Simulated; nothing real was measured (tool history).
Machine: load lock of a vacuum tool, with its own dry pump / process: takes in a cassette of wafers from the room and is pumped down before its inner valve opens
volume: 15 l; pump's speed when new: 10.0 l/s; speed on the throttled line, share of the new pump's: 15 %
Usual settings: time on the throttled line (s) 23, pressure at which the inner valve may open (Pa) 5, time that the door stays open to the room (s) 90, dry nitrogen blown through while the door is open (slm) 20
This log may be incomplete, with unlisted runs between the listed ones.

| run | hour | time on the throttled line (s) | pressure at which the inner valve may open (Pa) | time that the door stays open to the room (s) | dry nitrogen blown through while the door is open (slm) | incoming humidity of the room's air, % | time from the closed door until the inner valve may open (s) | rise of the pressure with all valves shut (Pa/min) |
|---|---|---|---|---|---|---|---|---|
| 1 | 0 | 23 | 5 | 90 | 20 | 41.4 | 35.9 | 0.061 |
| 2 | 375.4 | 23 | 5 | 90 | 20 | 49.2 | 35.4 | 0.07 |
| 3 | 799.1 | 23 | 5 | 90 | 20 | 43.4 | 35.7 | 0.071 |
| 4 | 1031.8 | 23 | 5 | 26 | 20 | 45.9 | 34.9 | 0.053 |
| 5 | 1441.5 | 23 | 5 | 26 | 20 | 41.4 | 35.5 | 0.056 |
| 6 | 1756.2 | 23 | 5 | 26 | 20 | 48.7 | 36 | 0.064 |
| 7 | 2249.1 | 23 | 5 | 26 | 20 | 44.3 | 35.6 | 0.066 |
| 8 | 2673.8 | 23 | 5 | 26 | 20 | 47.8 | 35.8 | 0.072 |
| 9 | 2899.7 | 23 | 5 | 34 | 20 | 43.4 | 35.7 | 0.073 |
| 10 | 3192.9 | 23 | 5 | 34 | 20 | 44 | 36 | 0.075 |
| 11 | 3458 | 23 | 5 | 161 | 20 | 43.3 | 36.4 | 0.121 |
| 12 | 3768.4 | 23 | 5 | 161 | 20 | 45.4 | 36.2 | 0.125 |
| 13 | 4044.8 | 23 | 5 | 161 | 20 | 45.9 | 35.6 | 0.13 |
| 14 | 4323.7 | 23 | 5 | 161 | 20 | 44.4 | 36.4 | 0.128 |
| 15 | 4787.3 | 23 | 5 | 161 | 20 | 49.2 | 35.6 | 0.139 |
| 16 | 5146.2 | 23 | 5 | 161 | 20 | 40.9 | 36.4 | 0.136 |
| 17 | 5523.6 | 23 | 5 | 161 | 20 | 46.5 | 37 | 0.146 |
| 18 | 5861.5 | 23 | 5 | 161 | 20 | 41.6 | 36.6 | 0.145 |
| 19 | 6388.5 | 17 | 9 | 161 | 20 | 43.6 | 30.2 | 0.159 |
| 20 | 6851.7 | 17 | 9 | 161 | 20 | 44.7 | 31.1 | 0.164 |
| 21 | 7122 | 22 | 7 | 161 | 20 | 46.3 | 35.2 | 0.167 |
| 22 | 7613 | 15 | 7 | 126 | 20 | 44.9 | 28.6 | 0.159 |
| 23 | 8121.7 | 23 | 9 | 90 | 16 | 43.4 | 35.6 | 0.17 |
| 24 | 8371.9 | 23 | 9 | 90 | 16 | 47.6 | 35.8 | 0.168 |
| 25 | 8651.3 | 23 | 9 | 90 | 16 | 46.3 | 36 | 0.184 |
| 26 | 9028.9 | 24 | 9 | 90 | 7 | 45.8 | 36.4 | 0.208 |
| 27 | 9359.8 | 26 | 9 | 90 | 7 | 46.2 | 38.5 | 0.214 |
| 28 | 9793.4 | 26 | 9 | 90 | 7 | 48.9 | 38.9 | 0.223 |
| 29 | 10210.6 | 26 | 6 | 90 | 7 | 48.7 | 39.8 | 0.237 |
|  | 10310.7 | dry pump taken out, an overhauled one fitted |
| 30 | 10680.1 | 40 | 5 | 187 | 17 | 45.7 | 49 | 0.252 |
| 31 | 10906.1 | 40 | 5 | 187 | 17 | 46.7 | 49.7 | 0.255 |
| 32 | 11134.6 | 19 | 5 | 92 | 10 | 43.1 | 31.2 | 0.241 |
| 33 | 11681.2 | 19 | 5 | 92 | 10 | 46.1 | 31.7 | 0.249 |
| 34 | 12115.1 | 22 | 5 | 90 | 20 | 48.1 | 33.6 | 0.241 |
| 35 | 12588.1 | 45 | 4 | 43 | 4 | 44.9 | 54.6 | 0.262 |
| 36 | 13004.8 | 23 | 5 | 90 | 21 | 46.4 | 34.9 | 0.255 |

Alternative continuations, all from the tool just after run 36; predict every row:
| A | 13280.1 | 42 | 10 | 45 | 21 | 44.5 | ? | ? |
| B | 13280.1 | 23 | 6 | 99 | 20 | 46.2 | ? | ? |
| C | 13280.1 | 23 | 5 | 51 | 11 | 41.6 | ? | ? |
| D | 13280.1 | 23 | 4 | 90 | 21 | 47 | ? | ? |
| E | 13280.1 | 23 | 6 | 90 | 40 | 42.2 | ? | ? |

| run | time from the closed door until the inner valve may open (s) | rise of the pressure with all valves shut (Pa/min) |
|---|---|---|
| A | 50.3 | 0.256 |
| B | 34.6 | 0.27 |
| C | 35 | 0.27 |
| D | 35.8 | 0.268 |
| E | 34.4 | 0.244 |
The same runs, with their run-to-run variation unchanged, on a tool lacking any hidden condition would have given:
| run | time from the closed door until the inner valve may open (s) | rise of the pressure with all valves shut (Pa/min) |
|---|---|---|
| A | 50 | 0.034 |
| B | 34.2 | 0.05 |
| C | 34.6 | 0.047 |
| D | 35.3 | 0.047 |
| E | 34 | 0.027 |

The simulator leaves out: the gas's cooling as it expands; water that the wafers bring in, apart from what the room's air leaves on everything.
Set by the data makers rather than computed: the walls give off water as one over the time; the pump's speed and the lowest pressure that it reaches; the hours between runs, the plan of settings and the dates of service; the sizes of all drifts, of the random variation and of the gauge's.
